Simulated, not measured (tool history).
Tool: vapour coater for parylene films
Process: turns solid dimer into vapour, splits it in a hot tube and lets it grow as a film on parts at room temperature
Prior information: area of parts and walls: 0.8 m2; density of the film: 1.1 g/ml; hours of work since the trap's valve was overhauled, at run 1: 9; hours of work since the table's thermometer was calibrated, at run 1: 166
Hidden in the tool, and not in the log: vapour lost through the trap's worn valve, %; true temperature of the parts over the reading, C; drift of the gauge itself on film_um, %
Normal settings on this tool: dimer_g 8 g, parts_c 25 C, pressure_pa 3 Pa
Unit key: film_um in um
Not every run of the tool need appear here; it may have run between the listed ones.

run,hour,dimer_g,parts_c,pressure_pa,hours of work since the trap's valve was overhauled,hours of work since the table's thermometer was calibrated,film_um
1,0,8,25,3,9,166,7.93
2,23.5,8,25,3,27,184,7.87
3,39.9,8,25,3,39,196,7.75
4,63.9,8,25,3,58,214,7.58
5,84.4,8,25,3,73,230,7.52
6,94.7,8,25,3,81,238,7.55
7,118.3,8,25,2.65,99,255,7.77
8,140.2,8,25,3,115,272,7.37
9,152.1,8,25,3,124,281,7.41
10,165,8,25,3,134,291,7.25
11,178,8,25,3,144,301,7.23
12,199.7,8,25,3,161,317,7.22
13,219.8,8,25,3,176,333,7.05
14,231.6,8,25,3,185,341,7.09
15,246,8,25,3,196,352,6.92
# hour 265.1: trap's valve overhauled
16,273.7,13,25,3,7,370,12.82
17,286.3,8,25,7.14,16,380,6.63
18,300.9,8,25,7.14,27,391,6.53
19,316.3,8,25,7.14,39,403,6.63
20,328.3,8,25,7.14,48,412,6.48
21,347.7,8,25,7.14,63,426,6.42
22,361,8,25,7.14,73,437,6.41
23,381.5,8,25,3,88,452,7.41
24,401.7,8,20,3.05,104,467,8.27
25,412.9,8,36,2.29,112,476,5.41
26,431.4,11,22,2.01,126,490,11.28
27,454.9,11,22,5,144,508,9.92
28,468.2,7,22,2.19,154,518,7.19
29,482.8,7,22,2.19,165,529,7.11
30,493.6,9,24,2.19,173,537,8.77
31,505.7,8,20,3,182,546,8.12
32,519.4,8,33,5.48,193,557,4.79
33,536.4,11,19,4.54,206,570,10.87
# hour 542.1: trap's valve overhauled
34,555.7,11,19,4.54,10,581,12.13
35,570.7,11,19,4.54,22,593,12.02
36,585.3,11,19,4.54,33,604,11.9
37,598.9,9,19,4.35,43,614,9.71
38,620.1,5,25,6.16,59,630,4.15
39,641,5,17,9.06,75,646,4.86
40,654.9,9,17,3.31,86,656,9.42
41,668.2,6,17,2.86,96,667,6.26
42,688.4,4,37,3,111,682,2.5
43,702.9,4,37,3,122,693,2.5
44,723,13,25,5.36,137,708,10.52
45,747,7,30,9.25,155,726,4.21
46,758.3,8,25,3,164,735,7.14

The logged runs with the hidden state left out (each run's random variation unchanged):
run,film_um
1,7.99
2,8.02
3,7.95
4,7.86
5,7.88
6,7.95
7,8.26
8,7.92
9,8
10,7.88
11,7.91
12,7.97
13,7.86
14,7.94
15,7.81
16,12.92
17,6.72
18,6.66
19,6.8
20,6.69
21,6.68
22,6.7
23,7.83
24,8.77
25,5.79
26,12.11
27,10.82
28,7.86
29,7.82
30,9.75
31,9.03
32,5.39
33,12.34
34,12.33
35,12.3
36,12.25
37,10.02
38,4.34
39,5.13
40,9.95
41,6.64
42,2.7
43,2.71
44,11.53
45,4.66
46,7.96
